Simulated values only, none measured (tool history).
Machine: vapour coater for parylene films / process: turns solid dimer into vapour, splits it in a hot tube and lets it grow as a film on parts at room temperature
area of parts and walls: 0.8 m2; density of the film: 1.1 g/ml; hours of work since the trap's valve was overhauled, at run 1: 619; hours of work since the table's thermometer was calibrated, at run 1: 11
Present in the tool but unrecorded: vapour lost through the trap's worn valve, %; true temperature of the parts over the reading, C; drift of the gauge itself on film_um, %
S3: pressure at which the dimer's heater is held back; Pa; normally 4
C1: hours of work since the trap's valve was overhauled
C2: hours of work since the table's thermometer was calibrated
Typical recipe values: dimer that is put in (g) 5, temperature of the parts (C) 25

{"run": 1, "hour": 0.0, "dimer that is put in (g)": 5, "temperature of the parts (C)": 25, "S3": 4, "C1": 619, "C2": 11, "thickness of the film (um)": 3.01}
{"hour": 24.9, "done": "trap's valve overhauled"}
{"run": 2, "hour": 38.6, "dimer that is put in (g)": 5, "temperature of the parts (C)": 25, "S3": 4, "C1": 7, "C2": 29, "thickness of the film (um)": 3.5}
{"run": 3, "hour": 71.9, "dimer that is put in (g)": 5, "temperature of the parts (C)": 25, "S3": 4, "C1": 24, "C2": 46, "thickness of the film (um)": 3.52}
{"run": 4, "hour": 94.4, "dimer that is put in (g)": 5, "temperature of the parts (C)": 25, "S3": 4, "C1": 36, "C2": 58, "thickness of the film (um)": 3.41}
{"run": 5, "hour": 130.0, "dimer that is put in (g)": 5, "temperature of the parts (C)": 25, "S3": 4, "C1": 54, "C2": 76, "thickness of the film (um)": 3.45}
{"run": 6, "hour": 154.7, "dimer that is put in (g)": 5, "temperature of the parts (C)": 25, "S3": 4, "C1": 67, "C2": 89, "thickness of the film (um)": 3.35}
{"run": 7, "hour": 201.7, "dimer that is put in (g)": 5, "temperature of the parts (C)": 25, "S3": 4, "C1": 91, "C2": 113, "thickness of the film (um)": 3.42}
{"run": 8, "hour": 231.5, "dimer that is put in (g)": 5, "temperature of the parts (C)": 25, "S3": 4, "C1": 106, "C2": 128, "thickness of the film (um)": 3.44}
{"run": 9, "hour": 264.1, "dimer that is put in (g)": 5, "temperature of the parts (C)": 25, "S3": 4, "C1": 123, "C2": 145, "thickness of the film (um)": 3.38}

Predict the results of run 10:
{"run": 10, "hour": 304.2, "dimer that is put in (g)": 5, "temperature of the parts (C)": 25, "S3": 4, "C1": 144, "C2": 166, "thickness of the film (um)": "?"}

{"run 10": {"thickness of the film (um)": 3.36}}
If the tool had no hidden condition, the same run with the same run-to-run variation would have returned thickness of the film (um) 3.54.
